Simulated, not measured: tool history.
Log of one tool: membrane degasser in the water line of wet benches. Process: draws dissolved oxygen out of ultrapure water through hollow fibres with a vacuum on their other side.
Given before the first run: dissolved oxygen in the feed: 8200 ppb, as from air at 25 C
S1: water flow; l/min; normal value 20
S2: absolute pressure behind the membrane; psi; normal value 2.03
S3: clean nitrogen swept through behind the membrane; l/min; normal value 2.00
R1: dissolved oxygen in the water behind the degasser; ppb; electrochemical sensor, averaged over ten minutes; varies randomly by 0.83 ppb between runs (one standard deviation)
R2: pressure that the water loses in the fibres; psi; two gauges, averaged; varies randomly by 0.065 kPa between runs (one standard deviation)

run 1 hour=0.0 | S1=20 S2=2.03 S3=2.00 | R1=270.5 R2=3.658
run 2 hour=188.3 | S1=20 S2=2.03 S3=2.00 | R1=269.6 R2=3.680
run 3 hour=374.3 | S1=20 S2=4.24 S3=2.00 | R1=593.6 R2=3.693
run 4 hour=520.0 | S1=20 S2=2.03 S3=2.50 | R1=225.0 R2=3.691
run 5 hour=638.1 | S1=20 S2=2.03 S3=2.50 | R1=225.0 R2=3.697
run 6 hour=732.7 | S1=20 S2=2.03 S3=2.50 | R1=223.2 R2=3.700
run 7 hour=920.1 | S1=20 S2=2.03 S3=3.58 | R1=166.8 R2=3.701
run 8 hour=1052.0 | S1=20 S2=2.03 S3=3.58 | R1=167.4 R2=3.709
run 9 hour=1211.1 | S1=20 S2=2.03 S3=1.17 | R1=419.7 R2=3.683
run 10 hour=1297.8 | S1=20 S2=2.03 S3=1.17 | R1=421.7 R2=3.701
run 11 hour=1385.6 | S1=24 S2=2.03 S3=2.00 | R1=339.3 R2=4.451
run 12 hour=1535.9 | S1=24 S2=1.61 S3=2.00 | R1=261.2 R2=4.443
run 13 hour=1725.8 | S1=20 S2=2.03 S3=2.00 | R1=271.0 R2=3.684
run 14 hour=1860.7 | S1=19 S2=2.00 S3=1.36 | R1=347.6 R2=3.530
run 15 hour=1972.2 | S1=19 S2=2.00 S3=1.36 | R1=348.0 R2=3.516
run 16 hour=2155.8 | S1=16 S2=1.28 S3=2.90 | R1=83.3 R2=2.976
run 17 hour=2367.8 | S1=29 S2=1.41 S3=0.84 | R1=524.7 R2=5.390
run 18 hour=2481.0 | S1=15 S2=1.28 S3=2.00 | R1=106.0 R2=2.804
run 19 hour=2594.9 | S1=15 S2=1.28 S3=2.00 | R1=106.5 R2=2.801
run 20 hour=2699.3 | S1=15 S2=1.28 S3=2.00 | R1=106.3 R2=2.805
run 21 hour=2887.3 | S1=20 S2=3.15 S3=2.00 | R1=435.8 R2=3.726
run 22 hour=3074.5 | S1=31 S2=3.70 S3=3.65 | R1=531.4 R2=5.781

What will run 23 give?
run 23 hour=3211.4 | S1=20 S2=1.25 S3=1.16 | R1=? R2=?

Logged for run 23: R1 229.6 ppb, R2 3.723 psi.
Were there no unlogged condition in the tool, this run, its random variation unchanged, would have produced R1 229.3 ppb, R2 3.659 psi.
